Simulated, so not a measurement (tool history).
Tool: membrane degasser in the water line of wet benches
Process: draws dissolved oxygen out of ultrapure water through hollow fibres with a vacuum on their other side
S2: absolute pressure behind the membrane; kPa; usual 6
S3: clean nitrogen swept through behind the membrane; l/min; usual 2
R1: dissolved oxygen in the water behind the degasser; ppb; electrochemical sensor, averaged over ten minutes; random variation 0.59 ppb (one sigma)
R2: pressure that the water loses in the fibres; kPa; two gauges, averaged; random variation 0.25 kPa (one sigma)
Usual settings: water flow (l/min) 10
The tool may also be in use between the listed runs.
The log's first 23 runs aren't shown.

run 24 hour=5017 | water_flow_(l/min)=8 S2=6 S3=5.81 | R1=15.6 R2=55.05
run 25 hour=5147.3 | water_flow_(l/min)=10 S2=6 S3=2.73 | R1=44.4 R2=69.56
run 26 hour=5412.2 | water_flow_(l/min)=15 S2=6 S3=2.18 | R1=164.7 R2=103.78
run 27 hour=5597.5 | water_flow_(l/min)=10 S2=9.23 S3=1.03 | R1=160.7 R2=69.55
run 28 hour=5749.9 | water_flow_(l/min)=10 S2=9.23 S3=1.03 | R1=164.3 R2=69.13
run 29 hour=5975.4 | water_flow_(l/min)=9 S2=6 S3=2 | R1=43.6 R2=62.69
-- hour=6121 seals of the vacuum lines changed
run 30 hour=6219.9 | water_flow_(l/min)=8 S2=7.96 S3=2.53 | R1=43.3 R2=55.47
run 31 hour=6480.4 | water_flow_(l/min)=10 S2=10.2 S3=2.65 | R1=84 R2=69.23
run 32 hour=6773.7 | water_flow_(l/min)=10 S2=10.2 S3=2.65 | R1=85.5 R2=69.54

Forecast each of these 3 alternatives for the next run:
run A hour=6986.7 | water_flow_(l/min)=7 S2=6 S3=2 | R1=? R2=?
run B hour=6986.7 | water_flow_(l/min)=7 S2=8.03 S3=0.92 | R1=? R2=?
run C hour=6986.7 | water_flow_(l/min)=15 S2=12.87 S3=1.15 | R1=? R2=?

run=A R1=27.1 R2=48.93
run=B R1=90.7 R2=48.51
run=C R1=401.6 R2=104.99
Without the tool's hidden state the same runs would have given:
run=A R1=25.3 R2=47.5
run=B R1=87.3 R2=47.09
run=C R1=383.6 R2=101.91
